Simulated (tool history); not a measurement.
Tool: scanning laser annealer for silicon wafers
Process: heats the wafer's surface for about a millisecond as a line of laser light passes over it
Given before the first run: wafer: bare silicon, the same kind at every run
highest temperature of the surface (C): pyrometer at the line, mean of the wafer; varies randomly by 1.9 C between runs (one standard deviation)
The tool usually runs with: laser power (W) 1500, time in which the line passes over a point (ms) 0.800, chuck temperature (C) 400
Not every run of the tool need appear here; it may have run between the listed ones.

run     day  laser power (W)  time in which the line passes over a point (ms)  chuck temperature (C)  highest temperature of the surface (C)
  1   0.000             1500                                            0.800                    400                                    1164
  2   0.862             1500                                            0.800                    400                                    1164
  3   1.896             1500                                            0.800                    400                                    1163
  4   2.958             1500                                            0.800                    400                                    1161
  5   3.667             1500                                            0.800                    400                                    1160
  6   4.962             1500                                            0.800                    400                                    1161
  7   6.367             1500                                            0.800                    400                                    1160
  8   7.142             1500                                            0.800                    400                                    1162
  9   8.033             1500                                            0.800                    400                                    1159
 10   9.421             1500                                            0.800                    400                                    1164
 11  10.446             1500                                            0.800                    425                                    1186
 12  12.012             1500                                            0.800                    425                                    1187
 13  12.992             1500                                            0.800                    425                                    1185
 14  14.483             1325                                            0.800                    400                                    1068
 15  15.262             1325                                            0.800                    400                                    1071
 16  16.896             1325                                            0.800                    400                                    1068
 17  18.054             1325                                            0.800                    400                                    1068
 18  18.821             1500                                            0.800                    400                                    1153
 19  20.158             1500                                            0.800                    400                                    1157
 20  21.325             1500                                            0.800                    400                                    1156
 21  22.383             1500                                            0.800                    400                                    1158
 22  23.300             1500                                            0.800                    400                                    1158
 23  24.475             1356                                            0.688                    413                                    1034
 24  25.192             1500                                            0.873                    420                                    1215
 25  26.862             1500                                            0.873                    420                                    1218
 26  28.312             1530                                            0.873                    428                                    1232
 27  29.788             1530                                            0.578                    428                                    1060
 28  30.746             1317                                            0.865                    400                                    1092
 29  31.654             1317                                            0.865                    400                                    1093
 30  32.458             1393                                            0.963                    376                                    1154
 31  34.154             1487                                            0.719                    374                                    1071
 32  35.017             1487                                            0.719                    374                                    1073
 33  35.996             1500                                            0.800                    399                                    1154
 34  37.412             1409                                            0.728                    372                                    1038
 35  38.575             1368                                            0.590                    424                                     997
 36  39.533             1368                                            0.590                    424                                     997
 37  40.862             1397                                            0.807                    395                                    1097
 38  41.671             1396                                            0.730                    412                                    1071
 39  42.825             1417                                            0.880                    387                                    1135
 40  44.254             1417                                            0.880                    387                                    1138
 41  45.338             1440                                            0.677                    388                                    1038

Branching from run 41: 3 alternative next runs. What would each branch give?
  A  47.021             1423                                            0.594                    406                                       ?
  B  47.021             1500                                            0.582                    422                                       ?
  C  47.021             1587                                            0.569                    416                                       ?

run  highest temperature of the surface (C)
  A                                     998
  B                                    1041
  C                                    1063
The same runs, with their run-to-run variation unchanged, on a tool lacking any hidden condition would have given:
run  highest temperature of the surface (C)
  A                                    1011
  B                                    1054
  C                                    1076
